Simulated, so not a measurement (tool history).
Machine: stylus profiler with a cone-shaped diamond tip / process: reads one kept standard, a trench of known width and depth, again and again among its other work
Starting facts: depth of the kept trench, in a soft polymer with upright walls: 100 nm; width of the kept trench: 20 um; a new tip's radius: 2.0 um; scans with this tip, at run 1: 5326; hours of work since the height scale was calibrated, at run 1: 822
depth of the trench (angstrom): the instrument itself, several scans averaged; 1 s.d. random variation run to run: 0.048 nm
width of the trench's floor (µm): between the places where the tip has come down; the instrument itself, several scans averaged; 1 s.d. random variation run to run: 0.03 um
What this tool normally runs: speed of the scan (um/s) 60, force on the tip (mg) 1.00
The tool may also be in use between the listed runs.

run	hour	speed of the scan (um/s)	force on the tip (mg)	scans with this tip	hours of work since the height scale was calibrated	depth of the trench (angstrom)	width of the trench's floor (µm)
1	0.0	60	1.00	5326	822	1004.4	18.43
2	34.6	60	1.29	5464	844	1005.5	18.43
3	70.7	60	1.29	5609	866	1005.0	18.41
4	104.2	60	1.00	5743	887	1002.9	18.42
5	135.2	60	1.00	5867	906	1004.0	18.36
6	166.0	209	1.00	5991	925	1004.1	17.89
7	183.7	209	1.00	6062	936	1004.1	17.88
8	221.4	74	1.00	6212	959	1003.5	18.26
9	257.3	46	1.00	6356	982	1003.5	18.40
10	274.0	27	1.00	6423	992	1003.8	18.50
11	313.1	27	1.00	6580	1016	1003.1	18.50
12	336.3	19	1.00	6673	1030	1003.2	18.53
13	352.6	115	2.68	6738	1040	1009.2	18.39
14	372.0	26	1.53	6816	1052	1005.0	18.50
15	409.2	32	1.50	6965	1075	1005.3	18.47
16	428.0	134	0.43	7040	1087	999.7	17.89
# hour 449.2: height scale calibrated on a step standard
17	467.9	134	0.43	7198	12	1002.6	17.90
18	491.8	150	1.00	7294	26	1005.7	18.10
19	527.1	109	1.43	7435	48	1007.6	18.24

Subtracting, for every run, the result it would have given without the tool's unlogged condition from the measured result gives the following. The same run-to-run variation enters both numbers; the gauge's scatter may not:
The hidden state here: radius of the tip, um; height scale over the true one, %; drift of the gauge itself on depth_nm, %; drift of the gauge itself on floor_um, %.
run	depth of the trench (angstrom)	width of the trench's floor (µm)
1	-2.6	-0.14
2	-2.6	-0.15
3	-2.7	-0.15
4	-2.7	-0.16
5	-2.8	-0.17
6	-2.9	-0.16
7	-3.0	-0.16
8	-3.0	-0.17
9	-3.1	-0.18
10	-3.1	-0.18
11	-3.1	-0.17
12	-3.2	-0.18
13	-3.3	-0.18
14	-3.3	-0.19
15	-3.3	-0.19
16	-3.4	-0.19
17	-0.3	-0.19
18	-0.3	-0.20
19	-0.4	-0.20

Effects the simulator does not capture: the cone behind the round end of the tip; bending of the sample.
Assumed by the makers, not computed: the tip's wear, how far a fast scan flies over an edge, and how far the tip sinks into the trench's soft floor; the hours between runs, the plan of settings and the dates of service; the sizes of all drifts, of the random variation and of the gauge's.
